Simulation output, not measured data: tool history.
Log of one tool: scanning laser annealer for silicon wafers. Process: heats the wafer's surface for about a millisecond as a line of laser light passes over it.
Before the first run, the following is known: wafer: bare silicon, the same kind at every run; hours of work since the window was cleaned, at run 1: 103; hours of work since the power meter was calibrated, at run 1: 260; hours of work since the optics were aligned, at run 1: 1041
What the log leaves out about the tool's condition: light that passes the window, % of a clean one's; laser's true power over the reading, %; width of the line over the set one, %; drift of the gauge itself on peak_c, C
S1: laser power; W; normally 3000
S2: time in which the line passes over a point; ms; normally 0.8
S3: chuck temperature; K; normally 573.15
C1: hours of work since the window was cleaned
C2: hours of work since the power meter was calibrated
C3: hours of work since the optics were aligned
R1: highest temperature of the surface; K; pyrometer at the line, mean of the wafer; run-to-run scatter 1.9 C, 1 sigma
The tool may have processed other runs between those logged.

Run 1, hour 0: usual settings; C1 103; C2 260; C3 1041. Result: R1 1394.15 K.
Run 2, hour 8: usual settings; C1 109; C2 266; C3 1046. Result: R1 1393.15 K.
Run 3, hour 15.3: usual settings; C1 114; C2 271; C3 1051. Result: R1 1396.15 K.
Run 4, hour 24.2: usual settings; C1 120; C2 277; C3 1057. Result: R1 1396.15 K.
At hour 29.8: optics aligned, line set to its width.
Run 5, hour 35.5: usual settings; C1 124; C2 281; C3 4. Result: R1 1391.15 K.
Run 6, hour 42.3: usual settings but S3 541.15 K; C1 129; C2 286; C3 9. Result: R1 1361.15 K.
Run 7, hour 48.2: usual settings but S3 541.15 K; C1 133; C2 290; C3 13. Result: R1 1356.15 K.

What does the tool deliver on the next run?
Run 8, hour 54.4: usual settings but S3 574.15 K; C1 137; C2 294; C3 17. Result: R1 ?.

R1: 1390.15 K
On a tool with no hidden condition, and with the same random variation, this run would have come out at R1 1407.15 K.

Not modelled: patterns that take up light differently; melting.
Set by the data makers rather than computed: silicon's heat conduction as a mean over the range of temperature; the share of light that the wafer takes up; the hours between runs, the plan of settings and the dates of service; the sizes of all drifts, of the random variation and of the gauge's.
